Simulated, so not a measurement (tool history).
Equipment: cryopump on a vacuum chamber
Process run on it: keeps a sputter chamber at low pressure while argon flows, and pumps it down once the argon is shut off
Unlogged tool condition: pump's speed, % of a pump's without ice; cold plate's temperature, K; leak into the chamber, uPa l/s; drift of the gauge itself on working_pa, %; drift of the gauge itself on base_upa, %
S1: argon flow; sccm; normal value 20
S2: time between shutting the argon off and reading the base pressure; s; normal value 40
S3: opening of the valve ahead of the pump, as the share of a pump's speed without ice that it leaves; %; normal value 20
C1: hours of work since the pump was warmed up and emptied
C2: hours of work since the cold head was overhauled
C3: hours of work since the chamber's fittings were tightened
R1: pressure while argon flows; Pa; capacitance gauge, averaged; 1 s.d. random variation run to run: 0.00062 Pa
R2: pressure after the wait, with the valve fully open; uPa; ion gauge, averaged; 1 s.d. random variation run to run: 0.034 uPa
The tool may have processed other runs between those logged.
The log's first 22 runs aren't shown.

run 23 hour=332.4 | S1=20 S2=36 S3=16 | C1=326 C2=326 C3=81 | R1=0.1166 R2=2.07
run 24 hour=349.9 | S1=20 S2=36 S3=16 | C1=336 C2=336 C3=90 | R1=0.1176 R2=2.03
run 25 hour=362.9 | S1=12 S2=40 S3=20 | C1=343 C2=343 C3=98 | R1=0.0568 R2=1.84
run 26 hour=383.4 | S1=10 S2=153 S3=16 | C1=354 C2=354 C3=109 | R1=0.0578 R2=0.68
run 27 hour=396.1 | S1=10 S2=153 S3=16 | C1=361 C2=361 C3=116 | R1=0.0582 R2=0.68
run 28 hour=414.3 | S1=22 S2=33 S3=27 | C1=371 C2=371 C3=126 | R1=0.0774 R2=2.28
run 29 hour=429.4 | S1=20 S2=40 S3=16 | C1=379 C2=379 C3=134 | R1=0.1176 R2=1.87
run 30 hour=439.5 | S1=20 S2=40 S3=16 | C1=385 C2=385 C3=140 | R1=0.1174 R2=1.93

The next listed run, before its measurement:
run 31 hour=453.2 | S1=16 S2=24 S3=20 | C1=393 C2=393 C3=148 | R1=? R2=?

{"run 31": {"R1": 0.0749, "R2": 3.02}}
Minus the tool's unlogged condition, the same run would have read R1 0.0739 Pa, R2 2.9 uPa.
